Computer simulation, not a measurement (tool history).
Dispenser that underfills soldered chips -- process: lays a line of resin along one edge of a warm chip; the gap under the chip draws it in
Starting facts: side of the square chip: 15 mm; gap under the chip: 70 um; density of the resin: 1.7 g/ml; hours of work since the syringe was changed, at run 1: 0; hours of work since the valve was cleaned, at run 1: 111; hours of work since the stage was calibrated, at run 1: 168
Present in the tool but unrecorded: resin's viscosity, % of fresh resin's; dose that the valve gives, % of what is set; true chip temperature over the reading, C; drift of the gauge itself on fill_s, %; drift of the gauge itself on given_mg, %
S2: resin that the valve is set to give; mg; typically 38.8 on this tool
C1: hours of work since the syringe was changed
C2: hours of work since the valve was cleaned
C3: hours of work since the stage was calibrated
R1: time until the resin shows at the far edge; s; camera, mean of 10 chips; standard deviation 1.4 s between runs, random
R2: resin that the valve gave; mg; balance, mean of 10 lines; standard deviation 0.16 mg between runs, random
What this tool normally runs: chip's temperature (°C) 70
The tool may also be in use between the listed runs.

{"run": 1, "hour": 0.0, "chip's temperature (°C)": 70, "S2": 38.8, "C1": 0, "C2": 111, "C3": 168, "R1": 131.6, "R2": 34.84}
{"run": 2, "hour": 5.4, "chip's temperature (°C)": 80, "S2": 38.8, "C1": 4, "C2": 115, "C3": 173, "R1": 105.1, "R2": 34.94}
{"run": 3, "hour": 8.4, "chip's temperature (°C)": 80, "S2": 38.8, "C1": 7, "C2": 117, "C3": 175, "R1": 117.1, "R2": 34.51}
{"hour": 12.0, "done": "new syringe of resin"}
{"run": 4, "hour": 12.8, "chip's temperature (°C)": 73, "S2": 38.8, "C1": 1, "C2": 120, "C3": 178, "R1": 122.7, "R2": 34.65}
{"hour": 14.6, "done": "dispensing valve cleaned and set on the balance"}
{"run": 5, "hour": 16.6, "chip's temperature (°C)": 73, "S2": 38.8, "C1": 3, "C2": 2, "C3": 180, "R1": 129.7, "R2": 38.52}
{"run": 6, "hour": 19.2, "chip's temperature (°C)": 70, "S2": 38.8, "C1": 5, "C2": 4, "C3": 182, "R1": 158, "R2": 38.6}
{"run": 7, "hour": 24.7, "chip's temperature (°C)": 84, "S2": 38.8, "C1": 9, "C2": 8, "C3": 187, "R1": 111.9, "R2": 38.3}
{"hour": 25.5, "done": "new syringe of resin"}
{"run": 8, "hour": 27.6, "chip's temperature (°C)": 84, "S2": 38.8, "C1": 2, "C2": 10, "C3": 189, "R1": 80.2, "R2": 38.31}
{"run": 9, "hour": 29.9, "chip's temperature (°C)": 84, "S2": 38.8, "C1": 3, "C2": 12, "C3": 190, "R1": 87.8, "R2": 38.23}
{"run": 10, "hour": 34.4, "chip's temperature (°C)": 84, "S2": 38.8, "C1": 7, "C2": 15, "C3": 194, "R1": 99.8, "R2": 38.44}
{"hour": 37.8, "done": "new syringe of resin"}
{"run": 11, "hour": 38.9, "chip's temperature (°C)": 84, "S2": 38.8, "C1": 1, "C2": 18, "C3": 197, "R1": 79.1, "R2": 37.91}
{"run": 12, "hour": 42.6, "chip's temperature (°C)": 70, "S2": 38.8, "C1": 4, "C2": 21, "C3": 200, "R1": 148.4, "R2": 38.1}
{"run": 13, "hour": 45.3, "chip's temperature (°C)": 70, "S2": 38.8, "C1": 6, "C2": 23, "C3": 202, "R1": 163.7, "R2": 37.76}
{"hour": 50.1, "done": "new syringe of resin"}
{"run": 14, "hour": 51.2, "chip's temperature (°C)": 70, "S2": 33.1, "C1": 1, "C2": 28, "C3": 206, "R1": 136.2, "R2": 32.38}
{"run": 15, "hour": 54.3, "chip's temperature (°C)": 70, "S2": 33.1, "C1": 3, "C2": 30, "C3": 209, "R1": 151.9, "R2": 32.1}
{"run": 16, "hour": 59.2, "chip's temperature (°C)": 70, "S2": 33.1, "C1": 7, "C2": 34, "C3": 213, "R1": 176.8, "R2": 32.12}
{"hour": 62.6, "done": "new syringe of resin"}
{"run": 17, "hour": 64.2, "chip's temperature (°C)": 70, "S2": 33.1, "C1": 1, "C2": 38, "C3": 216, "R1": 140.8, "R2": 31.97}
{"run": 18, "hour": 67.5, "chip's temperature (°C)": 59, "S2": 35.8, "C1": 4, "C2": 40, "C3": 219, "R1": 232.4, "R2": 34.57}
{"run": 19, "hour": 72.8, "chip's temperature (°C)": 73, "S2": 38.7, "C1": 8, "C2": 44, "C3": 223, "R1": 157, "R2": 37.23}
{"hour": 75.2, "done": "new syringe of resin"}
{"run": 20, "hour": 77.5, "chip's temperature (°C)": 57, "S2": 34.3, "C1": 2, "C2": 48, "C3": 226, "R1": 233.1, "R2": 32.77}
{"run": 21, "hour": 81.9, "chip's temperature (°C)": 57, "S2": 34.3, "C1": 5, "C2": 51, "C3": 230, "R1": 272.5, "R2": 32.44}
{"run": 22, "hour": 86.8, "chip's temperature (°C)": 70, "S2": 43.2, "C1": 9, "C2": 55, "C3": 234, "R1": 175.8, "R2": 41.01}
{"hour": 87.6, "done": "new syringe of resin"}
{"run": 23, "hour": 91.1, "chip's temperature (°C)": 59, "S2": 46.7, "C1": 3, "C2": 58, "C3": 237, "R1": 214.2, "R2": 44.21}
{"run": 24, "hour": 93.9, "chip's temperature (°C)": 59, "S2": 46.7, "C1": 5, "C2": 60, "C3": 239, "R1": 232.9, "R2": 44.02}
{"run": 25, "hour": 97.9, "chip's temperature (°C)": 59, "S2": 46.7, "C1": 8, "C2": 63, "C3": 242, "R1": 259.6, "R2": 43.92}
{"hour": 100.1, "done": "new syringe of resin"}
{"run": 26, "hour": 103.7, "chip's temperature (°C)": 56, "S2": 38, "C1": 3, "C2": 67, "C3": 246, "R1": 246.1, "R2": 35.42}
{"run": 27, "hour": 109.0, "chip's temperature (°C)": 69, "S2": 42.3, "C1": 7, "C2": 72, "C3": 250, "R1": 168.9, "R2": 39.51}
{"hour": 112.3, "done": "new syringe of resin"}
{"run": 28, "hour": 112.7, "chip's temperature (°C)": 69, "S2": 38.7, "C1": 0, "C2": 74, "C3": 253, "R1": 133.1, "R2": 35.88}
{"run": 29, "hour": 115.3, "chip's temperature (°C)": 85, "S2": 38.7, "C1": 2, "C2": 76, "C3": 255, "R1": 79.6, "R2": 35.96}
{"run": 30, "hour": 120.0, "chip's temperature (°C)": 76, "S2": 45.7, "C1": 6, "C2": 80, "C3": 259, "R1": 128.1, "R2": 42.52}
{"run": 31, "hour": 123.3, "chip's temperature (°C)": 76, "S2": 45.7, "C1": 9, "C2": 82, "C3": 261, "R1": 141.3, "R2": 41.87}

Forecast each of these 4 alternatives for the next run:
{"hour": 124.7, "done": "new syringe of resin"}
{"run": "A", "hour": 125.9, "chip's temperature (°C)": 57, "S2": 33.9, "C1": 1, "C2": 84, "C3": 263, "R1": "?", "R2": "?"}
{"hour": 124.7, "done": "new syringe of resin"}
{"run": "B", "hour": 125.9, "chip's temperature (°C)": 76, "S2": 47.1, "C1": 1, "C2": 84, "C3": 263, "R1": "?", "R2": "?"}
{"hour": 124.7, "done": "new syringe of resin"}
{"run": "C", "hour": 125.9, "chip's temperature (°C)": 70, "S2": 38.8, "C1": 1, "C2": 84, "C3": 263, "R1": "?", "R2": "?"}
{"hour": 124.7, "done": "new syringe of resin"}
{"run": "D", "hour": 125.9, "chip's temperature (°C)": 62, "S2": 41.2, "C1": 1, "C2": 84, "C3": 263, "R1": "?", "R2": "?"}

run=A R1=232.6 R2=31.52
run=B R1=100.3 R2=43.45
run=C R1=131.9 R2=35.95
run=D R1=174.4 R2=37.88
With no hidden state in the tool, these same runs would have given:
run=A R1=237.6 R2=34.2
run=B R1=104.2 R2=47.14
run=C R1=135.7 R2=39.01
run=D R1=180.8 R2=41.09

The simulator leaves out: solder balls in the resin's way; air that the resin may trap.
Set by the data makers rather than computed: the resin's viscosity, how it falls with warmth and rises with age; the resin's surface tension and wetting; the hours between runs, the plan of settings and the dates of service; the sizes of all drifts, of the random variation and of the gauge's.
